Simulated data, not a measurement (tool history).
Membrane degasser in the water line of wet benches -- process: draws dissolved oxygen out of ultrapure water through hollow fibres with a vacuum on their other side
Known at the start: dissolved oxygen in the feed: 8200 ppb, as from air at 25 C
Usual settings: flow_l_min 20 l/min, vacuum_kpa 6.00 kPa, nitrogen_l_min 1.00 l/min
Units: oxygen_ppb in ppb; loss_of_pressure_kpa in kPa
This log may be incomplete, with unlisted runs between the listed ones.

Run 1, hour 0.0: usual settings. Result: oxygen_ppb 449.1 ppb, loss_of_pressure_kpa 60.61 kPa.
Run 2, hour 53.4: usual settings but vacuum_kpa 7.61 kPa. Result: oxygen_ppb 515.0 ppb, loss_of_pressure_kpa 60.80 kPa.
Run 3, hour 117.1: usual settings but vacuum_kpa 7.61 kPa. Result: oxygen_ppb 515.0 ppb, loss_of_pressure_kpa 60.12 kPa.
Run 4, hour 180.7: usual settings but vacuum_kpa 7.61 kPa, nitrogen_l_min 2.85 l/min. Result: oxygen_ppb 398.9 ppb, loss_of_pressure_kpa 60.61 kPa.
Run 5, hour 224.3: usual settings but vacuum_kpa 7.61 kPa, nitrogen_l_min 2.85 l/min. Result: oxygen_ppb 410.8 ppb, loss_of_pressure_kpa 60.50 kPa.
Run 6, hour 278.2: usual settings but flow_l_min 22 l/min. Result: oxygen_ppb 538.8 ppb, loss_of_pressure_kpa 66.59 kPa.
Run 7, hour 316.3: usual settings but flow_l_min 23 l/min. Result: oxygen_ppb 572.8 ppb, loss_of_pressure_kpa 69.71 kPa.
Run 8, hour 351.3: usual settings but flow_l_min 23 l/min. Result: oxygen_ppb 575.1 ppb, loss_of_pressure_kpa 69.31 kPa.
Run 9, hour 408.3: usual settings but vacuum_kpa 10.63 kPa. Result: oxygen_ppb 634.6 ppb, loss_of_pressure_kpa 60.58 kPa.
Run 10, hour 442.9: usual settings but vacuum_kpa 10.63 kPa. Result: oxygen_ppb 646.3 ppb, loss_of_pressure_kpa 60.58 kPa.
Run 11, hour 496.7: usual settings. Result: oxygen_ppb 460.6 ppb, loss_of_pressure_kpa 60.70 kPa.
Run 12, hour 548.0: usual settings but nitrogen_l_min 0.49 l/min. Result: oxygen_ppb 550.1 ppb, loss_of_pressure_kpa 60.76 kPa.
Run 13, hour 588.2: usual settings but nitrogen_l_min 0.49 l/min. Result: oxygen_ppb 546.0 ppb, loss_of_pressure_kpa 60.79 kPa.
Run 14, hour 641.7: usual settings but flow_l_min 28 l/min. Result: oxygen_ppb 799.9 ppb, loss_of_pressure_kpa 84.67 kPa.
Run 15, hour 675.5: usual settings but flow_l_min 28 l/min. Result: oxygen_ppb 803.9 ppb, loss_of_pressure_kpa 85.09 kPa.
Run 16, hour 719.8: usual settings. Result: oxygen_ppb 460.5 ppb, loss_of_pressure_kpa 60.67 kPa.
Run 17, hour 787.9: usual settings but flow_l_min 31 l/min, vacuum_kpa 3.89 kPa, nitrogen_l_min 1.33 l/min. Result: oxygen_ppb 801.8 ppb, loss_of_pressure_kpa 94.27 kPa.
Run 18, hour 852.0: usual settings but flow_l_min 31 l/min, vacuum_kpa 3.89 kPa, nitrogen_l_min 1.33 l/min. Result: oxygen_ppb 820.9 ppb, loss_of_pressure_kpa 94.15 kPa.
Run 19, hour 899.6: usual settings but flow_l_min 23 l/min, vacuum_kpa 4.69 kPa, nitrogen_l_min 0.51 l/min. Result: oxygen_ppb 578.9 ppb, loss_of_pressure_kpa 70.18 kPa.
Run 20, hour 962.2: usual settings but flow_l_min 23 l/min, vacuum_kpa 4.69 kPa, nitrogen_l_min 0.51 l/min. Result: oxygen_ppb 578.6 ppb, loss_of_pressure_kpa 70.22 kPa.
At hour 968.0: vacuum gauge calibrated.
Run 21, hour 1014.7: usual settings but flow_l_min 12 l/min, vacuum_kpa 3.94 kPa, nitrogen_l_min 1.47 l/min. Result: oxygen_ppb 104.2 ppb, loss_of_pressure_kpa 36.69 kPa.
Run 22, hour 1064.6: usual settings but flow_l_min 12 l/min, vacuum_kpa 3.94 kPa, nitrogen_l_min 1.47 l/min. Result: oxygen_ppb 105.1 ppb, loss_of_pressure_kpa 36.39 kPa.
Run 23, hour 1123.9: usual settings but flow_l_min 16 l/min, vacuum_kpa 6.21 kPa, nitrogen_l_min 1.78 l/min. Result: oxygen_ppb 268.6 ppb, loss_of_pressure_kpa 48.75 kPa.
At hour 1158.9: vacuum gauge calibrated, once more.
Run 24, hour 1169.8: usual settings but flow_l_min 19 l/min, vacuum_kpa 4.74 kPa, nitrogen_l_min 0.41 l/min. Result: oxygen_ppb 429.2 ppb, loss_of_pressure_kpa 57.54 kPa.
Run 25, hour 1201.5: usual settings but flow_l_min 19 l/min, vacuum_kpa 4.74 kPa, nitrogen_l_min 0.41 l/min. Result: oxygen_ppb 424.6 ppb, loss_of_pressure_kpa 57.84 kPa.
Run 26, hour 1253.4: usual settings but flow_l_min 19 l/min, vacuum_kpa 4.74 kPa, nitrogen_l_min 0.41 l/min. Result: oxygen_ppb 443.5 ppb, loss_of_pressure_kpa 57.66 kPa.
Run 27, hour 1304.0: usual settings but flow_l_min 18 l/min, vacuum_kpa 13.13 kPa, nitrogen_l_min 1.57 l/min. Result: oxygen_ppb 515.0 ppb, loss_of_pressure_kpa 54.76 kPa.
Run 28, hour 1333.3: usual settings but flow_l_min 19 l/min, vacuum_kpa 4.15 kPa, nitrogen_l_min 0.55 l/min. Result: oxygen_ppb 369.6 ppb, loss_of_pressure_kpa 57.93 kPa.
Run 29, hour 1401.8: usual settings but flow_l_min 27 l/min, vacuum_kpa 4.15 kPa, nitrogen_l_min 0.55 l/min. Result: oxygen_ppb 693.4 ppb, loss_of_pressure_kpa 82.32 kPa.
Run 30, hour 1437.1: usual settings but flow_l_min 24 l/min, vacuum_kpa 4.15 kPa, nitrogen_l_min 0.55 l/min. Result: oxygen_ppb 571.1 ppb, loss_of_pressure_kpa 72.80 kPa.
Run 31, hour 1481.1: usual settings but flow_l_min 24 l/min, vacuum_kpa 4.15 kPa, nitrogen_l_min 0.55 l/min. Result: oxygen_ppb 568.4 ppb, loss_of_pressure_kpa 73.27 kPa.
Run 32, hour 1533.4: usual settings but vacuum_kpa 6.17 kPa, nitrogen_l_min 0.93 l/min. Result: oxygen_ppb 472.7 ppb, loss_of_pressure_kpa 60.63 kPa.

Forecast each of these 3 alternatives for the next run:
Run A, hour 1584.3: usual settings but flow_l_min 16 l/min. Result: oxygen_ppb ?, loss_of_pressure_kpa ?.
Run B, hour 1584.3: usual settings but flow_l_min 24 l/min, vacuum_kpa 8.00 kPa, nitrogen_l_min 2.46 l/min. Result: oxygen_ppb ?, loss_of_pressure_kpa ?.
Run C, hour 1584.3: usual settings but flow_l_min 18 l/min, nitrogen_l_min 0.44 l/min. Result: oxygen_ppb ?, loss_of_pressure_kpa ?.

run  oxygen_ppb  loss_of_pressure_kpa
  A       306.1                 48.95
  B       614.2                 72.63
  C       483.9                 54.82
Without the tool's unlogged condition, the same runs would have read:
run  oxygen_ppb  loss_of_pressure_kpa
  A       290.1                 47.98
  B       585.4                 71.17
  C       465.1                 53.73
